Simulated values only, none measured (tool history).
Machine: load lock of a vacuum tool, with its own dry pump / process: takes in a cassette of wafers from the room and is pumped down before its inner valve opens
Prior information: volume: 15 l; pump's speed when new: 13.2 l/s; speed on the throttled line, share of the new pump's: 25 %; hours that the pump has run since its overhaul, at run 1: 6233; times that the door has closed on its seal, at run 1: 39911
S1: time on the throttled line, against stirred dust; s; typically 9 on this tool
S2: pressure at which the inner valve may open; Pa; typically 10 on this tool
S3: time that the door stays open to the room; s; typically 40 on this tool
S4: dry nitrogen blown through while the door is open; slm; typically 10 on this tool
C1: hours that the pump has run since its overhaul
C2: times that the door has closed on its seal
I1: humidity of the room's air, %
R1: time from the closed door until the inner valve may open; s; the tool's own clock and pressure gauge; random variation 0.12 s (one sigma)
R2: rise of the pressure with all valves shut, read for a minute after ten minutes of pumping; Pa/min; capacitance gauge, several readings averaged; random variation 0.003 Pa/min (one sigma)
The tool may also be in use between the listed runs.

run      day  S1  S2   S3  S4     C1     C2    I1    R1     R2
  1    0.000   9  10   40  10   6233  39911  43.5  17.8  0.635
  2   15.996   9  10   81  10   6617  41179  42.5  17.9  0.684
      28.604  -- door's seal changed, seat wiped
  3   29.812   9  10   40  10   6947     96  43.5  17.8  0.040
  4   46.262   9  10   40  10   7342   1400  42.8  17.7  0.046
  5   57.417   9  10   40  10   7610   2284  46.0  18.0  0.053
  6   73.242   9  10   40  10   7989   3539  45.3  17.9  0.064
  7   82.125   9  10   40  10   8203   4243  47.0  17.9  0.064
  8   93.625   9  10   40  10   8479   5154  45.1  18.0  0.068
  9  103.717  10  10   40  10   8721   5954  43.8  18.8  0.078
 10  119.429   9  10   40  23   9098   7200  44.2  18.2  0.082
 11  136.079   9  10   40  23   9498   8519  44.4  18.1  0.084
 12  144.288   9  10   40  23   9694   9170  46.8  18.0  0.096
 13  157.554   9  10   40  23  10013  10222  47.2  18.2  0.107
 14  168.162   4  10   40  10  10268  11062  44.2  14.6  0.110
 15  181.092   4  10   40  10  10578  12087  42.6  14.3  0.120
 16  195.146   9  19   71  38  10915  13201  47.1  17.2  0.130
 17  210.817  17  19   71  38  11291  14443  43.8  23.1  0.138
 18  218.538   9   8  214  10  11477  15055  43.2  18.3  0.175
 19  226.758   9   7   39  10  11674  15707  46.8  18.7  0.170
 20  236.408   4  14  227  14  11905  16472  48.6  14.2  0.198
 21  248.912   5   8   87   8  12205  17463  46.7  15.6  0.190
 22  263.167   5   8   87   8  12548  18592  45.2  15.6  0.210
 23  280.833   9  17   60  10  12972  19993  41.5  17.7  0.216
 24  289.017   9  17   77  10  13168  20641  40.3  17.7  0.231
 25  307.038  14  10   40  10  13601  22070  43.1  22.0  0.240
 26  321.096   8  15   29  10  13938  23184  43.3  17.3  0.265
 27  331.646   8  15   69  10  14191  24020  45.0  17.2  0.280
 28  343.733   8  15   69  10  14481  24978  46.0  17.0  0.302
 29  353.638   9  12   40   8  14719  25763  47.1  18.2  0.307

Alternative continuations, all from the tool just after run 29; predict every row:
  A  361.333   9  11   40  36  14904  26373  48.3   ?   ?
  B  361.333   5  10  170   5  14904  26373  47.0   ?   ?
  C  361.333   5   7   40   8  14904  26373  46.9   ?   ?

run    R1     R2
  A  18.3  0.302
  B  15.7  0.345
  C  16.2  0.313
With no hidden state in the tool, these same runs would have given:
run    R1     R2
  A  17.1  0.022
  B  14.3  0.067
  C  14.8  0.036
